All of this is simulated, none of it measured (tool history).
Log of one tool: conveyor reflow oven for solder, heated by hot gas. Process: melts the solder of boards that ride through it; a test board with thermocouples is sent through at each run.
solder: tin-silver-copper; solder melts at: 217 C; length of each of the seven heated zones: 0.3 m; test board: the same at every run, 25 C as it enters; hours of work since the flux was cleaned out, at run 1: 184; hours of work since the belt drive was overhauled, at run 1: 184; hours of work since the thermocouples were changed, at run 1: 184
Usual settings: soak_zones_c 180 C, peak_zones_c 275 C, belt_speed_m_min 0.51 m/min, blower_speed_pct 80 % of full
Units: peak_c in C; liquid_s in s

run     day  soak_zones_c  peak_zones_c  belt_speed_m_min  blower_speed_pct  hours of work since the flux was cleaned out  hours of work since the belt drive was overhauled  hours of work since the thermocouples were changed  peak_c  liquid_s
  1       0           180           275              0.51                80                                           184                                                184                                                 184   258.5      58.3
  2   0.279           180           275              0.51                80                                           187                                                187                                                 187   258.4      57.9
  3   0.483           180           275              0.51                80                                           189                                                189                                                 189   258.4      58.3
  4   0.758           180           275              0.51                80                                           192                                                192                                                 192   258.3      58.3
  5   1.208           180           275              0.51                80                                           197                                                197                                                 197   258.5      58.1
      1.688  -- flux residue cleaned out of gas plates and filters
  6   1.758           192           275              0.51                80                                             1                                                201                                                 201   261.5      64.4
  7   2.004           192           275              0.51                80                                             3                                                203                                                 203   261.3      64.5
  8   2.325           192           275              0.51                80                                             7                                                207                                                 207   261.9      64.7
  9   2.554           192           275              0.51                80                                             9                                                209                                                 209   261.8      64.7
 10   2.833           192           275              0.51                80                                            12                                                212                                                 212   261.7      64.7
 11   3.267           192           275              0.51                80                                            17                                                217                                                 217   261.5      64.3
 12   3.658           192           275              0.51                80                                            21                                                221                                                 221   261.7      64.5
 13   4.067           192           275              0.51                80                                            25                                                225                                                 225   261.3      64.3
 14   4.333           192           275              0.51                80                                            28                                                228                                                 228   261.9      64.5
 15   4.625           180           275             0.456                80                                            31                                                231                                                 231     263      68.4
 16   5.038           180           275             0.456                80                                            36                                                235                                                 235   262.3      68.6
      5.238  -- belt drive overhauled, speed set with a stopwatch
 17   5.471           180           275             0.456                80                                            39                                                  2                                                 238   262.9      68.3
 18   5.838           180           284             0.603                80                                            42                                                  6                                                 242   260.8      49.7
 19   6.271           180           284             0.603                81                                            47                                                 11                                                 247   261.3        50
 20   6.504           180           284             0.603                81                                            50                                                 14                                                 249   261.2        50
 21     6.7           180           290             0.602                51                                            52                                                 16                                                 251   252.6      43.5
 22   7.104           180           275             0.444                70                                            56                                                 20                                                 256   261.4        69
 23   7.525           180           275             0.444                70                                            60                                                 24                                                 260   261.1      68.9
      7.808  -- belt drive overhauled, speed set with a stopwatch, once more
 24   8.121           188           265             0.442                80                                            65                                                  3                                                 265   255.8        70
 25   8.571           180           275              0.51                62                                            70                                                  8                                                 270     254      54.4
 26   8.762           177           287             0.579                82                                            72                                                 10                                                 272   265.1      52.9
 27   9.029           182           290             0.516                53                                            75                                                 13                                                 275   262.1        59
 28   9.358           182           290             0.516                53                                            78                                                 17                                                 278   262.3      58.9
 29   9.812           182           290             0.551                80                                            83                                                 21                                                 283   270.3      59.5
 30  10.196           182           290             0.551                80                                            87                                                 26                                                 287   269.7      59.5
 31  10.417           180           287              0.51                60                                            90                                                 28                                                 289   262.9      60.2

The next listed run, before its measurement:
 32  10.75           182           287             0.596                71                                            93                                                 31                                                 293       ?         ?

peak_c: 261.1 C
liquid_s: 50.6 s
Without the tool's hidden state the same run would have given peak_c 261.2 C, liquid_s 50.7 s.
